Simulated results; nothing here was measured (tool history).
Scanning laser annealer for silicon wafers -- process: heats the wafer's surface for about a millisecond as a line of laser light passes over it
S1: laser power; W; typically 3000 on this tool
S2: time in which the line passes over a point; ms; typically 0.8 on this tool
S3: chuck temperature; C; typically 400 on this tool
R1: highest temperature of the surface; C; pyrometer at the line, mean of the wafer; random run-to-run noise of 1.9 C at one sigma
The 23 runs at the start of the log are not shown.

run 24 hour=831.4 | S1=2759 S2=0.801 S3=374 | R1=1067
run 25 hour=882.7 | S1=2667 S2=0.861 S3=360 | R1=1058
run 26 hour=912.8 | S1=2926 S2=0.672 S3=418 | R1=1089
run 27 hour=951.9 | S1=2719 S2=0.8 S3=435 | R1=1118
run 28 hour=977.9 | S1=2719 S2=0.8 S3=435 | R1=1118
run 29 hour=1010.2 | S1=3243 S2=0.8 S3=406 | R1=1234
run 30 hour=1058 | S1=3243 S2=0.8 S3=406 | R1=1236
run 31 hour=1107.6 | S1=3243 S2=0.8 S3=406 | R1=1233
run 32 hour=1141.9 | S1=3243 S2=0.8 S3=406 | R1=1236
run 33 hour=1168.5 | S1=3150 S2=0.67 S3=375 | R1=1104
run 34 hour=1215.1 | S1=3150 S2=0.67 S3=375 | R1=1102
run 35 hour=1265.4 | S1=3150 S2=0.67 S3=375 | R1=1105

What if the next run were any one of these 4? Each begins from the tool's condition after run 35:
run A hour=1294.3 | S1=3046 S2=0.943 S3=431 | R1=?
run B hour=1294.3 | S1=2583 S2=0.656 S3=409 | R1=?
run C hour=1294.3 | S1=2973 S2=0.709 S3=375 | R1=?
run D hour=1294.3 | S1=3239 S2=0.67 S3=385 | R1=?

run=A R1=1275
run=B R1=987
run=C R1=1083
run=D R1=1135
Without the tool's unlogged condition, the same runs would have read:
run=A R1=1276
run=B R1=987
run=C R1=1083
run=D R1=1136
